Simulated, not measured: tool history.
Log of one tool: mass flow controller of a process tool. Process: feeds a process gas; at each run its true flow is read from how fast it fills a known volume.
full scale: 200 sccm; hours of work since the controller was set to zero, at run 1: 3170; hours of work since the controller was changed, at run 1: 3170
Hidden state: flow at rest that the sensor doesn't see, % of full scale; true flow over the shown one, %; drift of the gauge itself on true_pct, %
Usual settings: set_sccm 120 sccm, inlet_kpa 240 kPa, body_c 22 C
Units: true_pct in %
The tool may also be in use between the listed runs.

run,hour,set_sccm,inlet_kpa,body_c,hours of work since the controller was set to zero,hours of work since the controller was changed,true_pct
1,0,120,240,22,3170,3170,98.83
2,349.6,133,240,22,3419,3419,99.01
3,573.7,120,198,22,3579,3579,98.56
4,919.9,179,240,22,3825,3825,99.32
5,1135.9,120,176,22,3979,3979,98.3
6,1440.3,120,176,22,4196,4196,98.23
7,1680.8,120,176,22,4367,4367,98.16
8,1894.5,120,176,22,4519,4519,97.97
9,2252.3,120,176,22,4774,4774,97.86
10,2508.7,120,176,22,4956,4956,97.72
11,2775.3,120,176,22,5146,5146,97.75
12,3124.1,120,176,22,5395,5395,97.54
13,3361.1,120,176,22,5563,5563,97.52
14,3717.1,120,176,22,5817,5817,97.21
15,3889.8,120,176,22,5940,5940,97.32
# hour 4079.1: gauge calibrated
16,4141.1,120,176,22,6119,6119,98.79
17,4464.8,120,176,22,6349,6349,98.61
18,4762,120,176,22,6561,6561,98.43
19,4956.3,120,240,21,6699,6699,98.42
20,5128.8,120,240,22,6822,6822,98.47
21,5400.5,120,240,22,7015,7015,98.33
# hour 5547.8: controller's zero set anew
22,5755.4,129,161,39,148,7268,97.88
23,5911.1,129,161,39,259,7379,97.86
24,6134.1,129,161,26,417,7537,98.03
25,6435.6,129,161,26,632,7752,97.9
26,6594.3,187,240,25,745,7865,98.86
27,6867.5,158,181,22,940,8059,98.19
28,7192.6,74,181,22,1171,8291,96.88
29,7497,74,181,22,1388,8508,96.77
30,7803,120,251,22,1606,8726,97.31
31,7965.6,55,247,35,1721,8841,96.03
# hour 8213.9: gauge calibrated
32,8275,46,162,29,1942,9062,97.39
33,8512,24,172,31,2110,9230,96.88
34,8733,46,266,22,2268,9388,97.37
35,8937.5,120,245,22,2413,9533,98.72
36,9278,120,245,22,2656,9776,98.38
37,9524.6,120,179,38,2831,9951,97.77
38,9705.9,120,179,38,2960,10080,97.79
39,9932.2,120,240,22,3122,10241,98.25
40,10270.3,120,240,22,3362,10482,98.1

Forecast run 41:
41,10416.2,120,240,22,3466,10586,?

Run 41 gave true_pct 98 %.
Without the tool's hidden state the same run would have given true_pct 98.86 %.

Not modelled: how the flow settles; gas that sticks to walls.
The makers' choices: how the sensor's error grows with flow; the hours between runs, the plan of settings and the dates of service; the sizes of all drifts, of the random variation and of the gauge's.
